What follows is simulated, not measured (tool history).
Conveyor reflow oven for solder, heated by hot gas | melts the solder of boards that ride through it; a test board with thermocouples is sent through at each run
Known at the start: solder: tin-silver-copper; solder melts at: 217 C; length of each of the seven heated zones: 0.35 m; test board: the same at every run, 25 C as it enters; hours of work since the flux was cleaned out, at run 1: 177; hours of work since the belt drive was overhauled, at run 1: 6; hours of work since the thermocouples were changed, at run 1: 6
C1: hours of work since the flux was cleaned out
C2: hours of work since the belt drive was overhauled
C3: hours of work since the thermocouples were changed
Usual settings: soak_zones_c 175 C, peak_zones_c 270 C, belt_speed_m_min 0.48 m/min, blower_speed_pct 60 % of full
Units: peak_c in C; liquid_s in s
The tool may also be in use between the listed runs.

{"run": 1, "hour": 0.0, "soak_zones_c": 175, "peak_zones_c": 270, "belt_speed_m_min": 0.48, "blower_speed_pct": 60, "C1": 177, "C2": 6, "C3": 6, "peak_c": 251.2, "liquid_s": 64.1}
{"run": 2, "hour": 70.9, "soak_zones_c": 175, "peak_zones_c": 270, "belt_speed_m_min": 0.48, "blower_speed_pct": 60, "C1": 220, "C2": 49, "C3": 49, "peak_c": 250.9, "liquid_s": 64.4}
{"run": 3, "hour": 106.5, "soak_zones_c": 175, "peak_zones_c": 270, "belt_speed_m_min": 0.48, "blower_speed_pct": 60, "C1": 241, "C2": 71, "C3": 71, "peak_c": 251.4, "liquid_s": 64.5}
{"run": 4, "hour": 150.2, "soak_zones_c": 175, "peak_zones_c": 270, "belt_speed_m_min": 0.48, "blower_speed_pct": 60, "C1": 268, "C2": 97, "C3": 97, "peak_c": 251.2, "liquid_s": 63.8}
{"run": 5, "hour": 228.8, "soak_zones_c": 175, "peak_zones_c": 270, "belt_speed_m_min": 0.48, "blower_speed_pct": 60, "C1": 315, "C2": 144, "C3": 144, "peak_c": 251.5, "liquid_s": 64.1}
{"run": 6, "hour": 313.4, "soak_zones_c": 175, "peak_zones_c": 270, "belt_speed_m_min": 0.48, "blower_speed_pct": 60, "C1": 366, "C2": 196, "C3": 196, "peak_c": 250.9, "liquid_s": 64}
{"run": 7, "hour": 358.9, "soak_zones_c": 175, "peak_zones_c": 270, "belt_speed_m_min": 0.48, "blower_speed_pct": 60, "C1": 394, "C2": 223, "C3": 223, "peak_c": 251.5, "liquid_s": 63.4}
{"hour": 402.4, "done": "flux residue cleaned out of gas plates and filters"}
{"run": 8, "hour": 408.3, "soak_zones_c": 175, "peak_zones_c": 272, "belt_speed_m_min": 0.48, "blower_speed_pct": 60, "C1": 4, "C2": 250, "C3": 250, "peak_c": 253.3, "liquid_s": 65.7}
{"run": 9, "hour": 491.4, "soak_zones_c": 175, "peak_zones_c": 272, "belt_speed_m_min": 0.48, "blower_speed_pct": 60, "C1": 54, "C2": 300, "C3": 300, "peak_c": 252.8, "liquid_s": 66.2}
{"run": 10, "hour": 528.7, "soak_zones_c": 183, "peak_zones_c": 270, "belt_speed_m_min": 0.48, "blower_speed_pct": 60, "C1": 76, "C2": 322, "C3": 322, "peak_c": 252.8, "liquid_s": 69}
{"run": 11, "hour": 589.7, "soak_zones_c": 183, "peak_zones_c": 270, "belt_speed_m_min": 0.48, "blower_speed_pct": 60, "C1": 113, "C2": 359, "C3": 359, "peak_c": 252.8, "liquid_s": 68.9}
{"run": 12, "hour": 671.7, "soak_zones_c": 175, "peak_zones_c": 270, "belt_speed_m_min": 0.48, "blower_speed_pct": 60, "C1": 162, "C2": 409, "C3": 409, "peak_c": 250.9, "liquid_s": 64.4}
{"run": 13, "hour": 723.6, "soak_zones_c": 175, "peak_zones_c": 270, "belt_speed_m_min": 0.48, "blower_speed_pct": 60, "C1": 194, "C2": 440, "C3": 440, "peak_c": 251.1, "liquid_s": 64.3}
{"run": 14, "hour": 785.4, "soak_zones_c": 175, "peak_zones_c": 270, "belt_speed_m_min": 0.48, "blower_speed_pct": 60, "C1": 231, "C2": 477, "C3": 477, "peak_c": 251.2, "liquid_s": 64.1}
{"run": 15, "hour": 844.5, "soak_zones_c": 175, "peak_zones_c": 270, "belt_speed_m_min": 0.48, "blower_speed_pct": 60, "C1": 267, "C2": 513, "C3": 513, "peak_c": 251, "liquid_s": 64.3}
{"run": 16, "hour": 880.2, "soak_zones_c": 160, "peak_zones_c": 283, "belt_speed_m_min": 0.416, "blower_speed_pct": 72, "C1": 288, "C2": 535, "C3": 535, "peak_c": 267.8, "liquid_s": 83}
{"run": 17, "hour": 922.2, "soak_zones_c": 175, "peak_zones_c": 270, "belt_speed_m_min": 0.46, "blower_speed_pct": 60, "C1": 314, "C2": 560, "C3": 560, "peak_c": 252.7, "liquid_s": 68.5}
{"run": 18, "hour": 1004.3, "soak_zones_c": 187, "peak_zones_c": 270, "belt_speed_m_min": 0.46, "blower_speed_pct": 57, "C1": 363, "C2": 609, "C3": 609, "peak_c": 254.1, "liquid_s": 75.7}
{"run": 19, "hour": 1076.3, "soak_zones_c": 175, "peak_zones_c": 270, "belt_speed_m_min": 0.477, "blower_speed_pct": 60, "C1": 407, "C2": 653, "C3": 653, "peak_c": 251.4, "liquid_s": 64.5}
{"hour": 1097.2, "done": "flux residue cleaned out of gas plates and filters"}
{"run": 20, "hour": 1122.5, "soak_zones_c": 184, "peak_zones_c": 273, "belt_speed_m_min": 0.477, "blower_speed_pct": 60, "C1": 15, "C2": 678, "C3": 678, "peak_c": 255.6, "liquid_s": 72.4}
{"run": 21, "hour": 1163.6, "soak_zones_c": 190, "peak_zones_c": 273, "belt_speed_m_min": 0.477, "blower_speed_pct": 60, "C1": 40, "C2": 703, "C3": 703, "peak_c": 257.1, "liquid_s": 76.1}
{"run": 22, "hour": 1239.0, "soak_zones_c": 190, "peak_zones_c": 273, "belt_speed_m_min": 0.477, "blower_speed_pct": 60, "C1": 86, "C2": 748, "C3": 748, "peak_c": 257.3, "liquid_s": 76.3}
{"hour": 1246.2, "done": "thermocouples of zones 6 and 7 changed"}
{"hour": 1278.4, "done": "belt drive overhauled, speed set with a stopwatch"}
{"run": 23, "hour": 1308.3, "soak_zones_c": 188, "peak_zones_c": 282, "belt_speed_m_min": 0.477, "blower_speed_pct": 53, "C1": 124, "C2": 18, "C3": 35, "peak_c": 262.5, "liquid_s": 78.6}
{"run": 24, "hour": 1379.7, "soak_zones_c": 175, "peak_zones_c": 270, "belt_speed_m_min": 0.48, "blower_speed_pct": 53, "C1": 167, "C2": 61, "C3": 78, "peak_c": 250, "liquid_s": 61.8}
{"run": 25, "hour": 1433.5, "soak_zones_c": 170, "peak_zones_c": 283, "belt_speed_m_min": 0.559, "blower_speed_pct": 53, "C1": 199, "C2": 94, "C3": 111, "peak_c": 252.4, "liquid_s": 52.7}
{"run": 26, "hour": 1496.6, "soak_zones_c": 170, "peak_zones_c": 283, "belt_speed_m_min": 0.559, "blower_speed_pct": 53, "C1": 237, "C2": 132, "C3": 149, "peak_c": 252.6, "liquid_s": 52.5}
{"run": 27, "hour": 1544.9, "soak_zones_c": 170, "peak_zones_c": 283, "belt_speed_m_min": 0.482, "blower_speed_pct": 50, "C1": 267, "C2": 161, "C3": 178, "peak_c": 258.4, "liquid_s": 66.6}
{"run": 28, "hour": 1630.7, "soak_zones_c": 171, "peak_zones_c": 283, "belt_speed_m_min": 0.482, "blower_speed_pct": 50, "C1": 318, "C2": 213, "C3": 230, "peak_c": 258.6, "liquid_s": 66.8}
{"run": 29, "hour": 1698.8, "soak_zones_c": 171, "peak_zones_c": 283, "belt_speed_m_min": 0.482, "blower_speed_pct": 50, "C1": 359, "C2": 254, "C3": 271, "peak_c": 258.2, "liquid_s": 66.9}
{"run": 30, "hour": 1779.8, "soak_zones_c": 171, "peak_zones_c": 283, "belt_speed_m_min": 0.482, "blower_speed_pct": 50, "C1": 408, "C2": 303, "C3": 320, "peak_c": 258.8, "liquid_s": 66.9}

Forecast each of these 4 alternatives for the next run:
{"hour": 1802.5, "done": "flux residue cleaned out of gas plates and filters"}
{"run": "A", "hour": 1860.4, "soak_zones_c": 175, "peak_zones_c": 259, "belt_speed_m_min": 0.438, "blower_speed_pct": 73, "C1": 35, "C2": 348, "C3": 365, "peak_c": "?", "liquid_s": "?"}
{"hour": 1802.5, "done": "flux residue cleaned out of gas plates and filters"}
{"run": "B", "hour": 1860.4, "soak_zones_c": 182, "peak_zones_c": 270, "belt_speed_m_min": 0.444, "blower_speed_pct": 60, "C1": 35, "C2": 348, "C3": 365, "peak_c": "?", "liquid_s": "?"}
{"hour": 1802.5, "done": "flux residue cleaned out of gas plates and filters"}
{"run": "C", "hour": 1860.4, "soak_zones_c": 174, "peak_zones_c": 275, "belt_speed_m_min": 0.48, "blower_speed_pct": 69, "C1": 35, "C2": 348, "C3": 365, "peak_c": "?", "liquid_s": "?"}
{"hour": 1802.5, "done": "flux residue cleaned out of gas plates and filters"}
{"run": "D", "hour": 1860.4, "soak_zones_c": 171, "peak_zones_c": 283, "belt_speed_m_min": 0.482, "blower_speed_pct": 70, "C1": 35, "C2": 348, "C3": 365, "peak_c": "?", "liquid_s": "?"}

run=A peak_c=246.6 liquid_s=68.3
run=B peak_c=254.7 liquid_s=76.7
run=C peak_c=257.5 liquid_s=68.7
run=D peak_c=264.1 liquid_s=71.7
Without the tool's hidden state the same runs would have given:
run=A peak_c=246.7 liquid_s=68.3
run=B peak_c=254.7 liquid_s=76.7
run=C peak_c=257.5 liquid_s=68.7
run=D peak_c=264.1 liquid_s=71.7

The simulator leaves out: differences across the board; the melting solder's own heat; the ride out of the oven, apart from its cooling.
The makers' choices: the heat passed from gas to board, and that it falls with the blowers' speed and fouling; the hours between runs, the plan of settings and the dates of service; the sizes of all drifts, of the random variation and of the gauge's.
